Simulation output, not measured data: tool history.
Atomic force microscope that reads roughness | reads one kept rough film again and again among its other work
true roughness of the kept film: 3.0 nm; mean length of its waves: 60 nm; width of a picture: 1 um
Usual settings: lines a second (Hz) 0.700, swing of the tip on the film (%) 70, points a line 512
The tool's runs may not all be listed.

run    day  lines a second (Hz)  swing of the tip on the film (%)  points a line  roughness of the kept film (nm (root mean square))
  1  0.000                0.700                                70            512                                               2.771
  2  0.338                0.700                                70            512                                               2.772
  3  0.633                2.020                                70            512                                               2.665
  4  1.121                2.020                                69            512                                               2.666
  5  1.538                2.020                                69            512                                               2.646
     1.642  -- height scale calibrated on a step standard
  6  1.929                0.700                                70            512                                               2.746
  7  2.488                0.700                                85            947                                               2.664
     2.838  -- new tip fitted
  8  3.029                0.700                                85            947                                               2.800
     3.433  -- height scale calibrated on a step standard, once more
  9  3.512                1.122                                70            450                                               2.820
 10  4.058                1.122                                70            789                                               2.799
 11  4.558                1.122                                70            789                                               2.814
 12  5.188                1.122                                70            789                                               2.768

3 ways to go on from here, each from the tool as it stands after run 12. What would each give?
  A  5.642                1.122                                71            749                                                   ?
  B  5.642                0.700                                76            512                                                   ?
  C  5.642                2.805                                61            398                                                   ?

run  roughness of the kept film (nm (root mean square))
  A                                               2.779
  B                                               2.802
  C                                               2.729
Without the tool's hidden state the same runs would have given:
run  roughness of the kept film (nm (root mean square))
  A                                               2.833
  B                                               2.856
  C                                               2.781

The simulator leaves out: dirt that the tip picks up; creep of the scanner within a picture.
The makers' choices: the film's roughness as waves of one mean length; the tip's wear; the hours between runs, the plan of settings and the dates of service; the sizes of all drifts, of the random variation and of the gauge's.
